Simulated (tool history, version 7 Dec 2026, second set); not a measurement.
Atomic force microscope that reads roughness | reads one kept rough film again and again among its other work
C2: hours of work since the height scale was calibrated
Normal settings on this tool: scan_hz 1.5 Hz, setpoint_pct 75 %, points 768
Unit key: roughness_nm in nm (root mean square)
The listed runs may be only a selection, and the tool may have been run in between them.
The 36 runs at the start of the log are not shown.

{"run": 37, "day": 37.067, "scan_hz": 0.77, "setpoint_pct": 70, "points": 569, "pictures with this tip": 61, "C2": 887, "roughness_nm": 3.668}
{"run": 38, "day": 37.988, "scan_hz": 0.77, "setpoint_pct": 70, "points": 569, "pictures with this tip": 97, "C2": 897, "roughness_nm": 3.57}
{"run": 39, "day": 38.667, "scan_hz": 1.5, "setpoint_pct": 66, "points": 340, "pictures with this tip": 123, "C2": 905, "roughness_nm": 3.395}
{"run": 40, "day": 40.025, "scan_hz": 1.5, "setpoint_pct": 66, "points": 340, "pictures with this tip": 176, "C2": 920, "roughness_nm": 3.274}
{"day": 40.592, "done": "new tip fitted"}
{"run": 41, "day": 41.067, "scan_hz": 0.64, "setpoint_pct": 82, "points": 260, "pictures with this tip": 19, "C2": 932, "roughness_nm": 3.711}
{"run": 42, "day": 41.725, "scan_hz": 0.64, "setpoint_pct": 82, "points": 260, "pictures with this tip": 44, "C2": 939, "roughness_nm": 3.601}
{"run": 43, "day": 43.025, "scan_hz": 1.5, "setpoint_pct": 66, "points": 768, "pictures with this tip": 95, "C2": 953, "roughness_nm": 3.484}
{"run": 44, "day": 43.946, "scan_hz": 1.36, "setpoint_pct": 75, "points": 652, "pictures with this tip": 131, "C2": 964, "roughness_nm": 3.297}
{"run": 45, "day": 45.112, "scan_hz": 0.66, "setpoint_pct": 67, "points": 823, "pictures with this tip": 176, "C2": 977, "roughness_nm": 3.361}
{"day": 45.742, "done": "new tip fitted"}
{"run": 46, "day": 46.088, "scan_hz": 0.66, "setpoint_pct": 67, "points": 823, "pictures with this tip": 13, "C2": 988, "roughness_nm": 3.94}
{"run": 47, "day": 47.375, "scan_hz": 0.66, "setpoint_pct": 67, "points": 823, "pictures with this tip": 64, "C2": 1002, "roughness_nm": 3.733}
{"run": 48, "day": 48.454, "scan_hz": 1.69, "setpoint_pct": 71, "points": 903, "pictures with this tip": 106, "C2": 1014, "roughness_nm": 3.426}
{"run": 49, "day": 49.817, "scan_hz": 1.69, "setpoint_pct": 71, "points": 903, "pictures with this tip": 159, "C2": 1029, "roughness_nm": 3.268}
{"day": 50.888, "done": "new tip fitted"}
{"run": 50, "day": 50.946, "scan_hz": 2.3, "setpoint_pct": 72, "points": 886, "pictures with this tip": 3, "C2": 1042, "roughness_nm": 3.565}
{"run": 51, "day": 51.929, "scan_hz": 2.3, "setpoint_pct": 72, "points": 886, "pictures with this tip": 41, "C2": 1053, "roughness_nm": 3.42}
{"run": 52, "day": 53.017, "scan_hz": 1.5, "setpoint_pct": 75, "points": 718, "pictures with this tip": 83, "C2": 1065, "roughness_nm": 3.393}

Forecast each of these 3 alternatives for the next run:
{"run": "A", "day": 53.654, "scan_hz": 0.96, "setpoint_pct": 67, "points": 483, "pictures with this tip": 108, "C2": 1072, "roughness_nm": "?"}
{"run": "B", "day": 53.654, "scan_hz": 1.5, "setpoint_pct": 57, "points": 618, "pictures with this tip": 108, "C2": 1072, "roughness_nm": "?"}
{"run": "C", "day": 53.654, "scan_hz": 1.5, "setpoint_pct": 70, "points": 404, "pictures with this tip": 108, "C2": 1072, "roughness_nm": "?"}

run=A roughness_nm=3.502
run=B roughness_nm=3.544
run=C roughness_nm=3.371
Had the tool no hidden state, the same runs would have come out as:
run=A roughness_nm=3.891
run=B roughness_nm=3.939
run=C roughness_nm=3.746
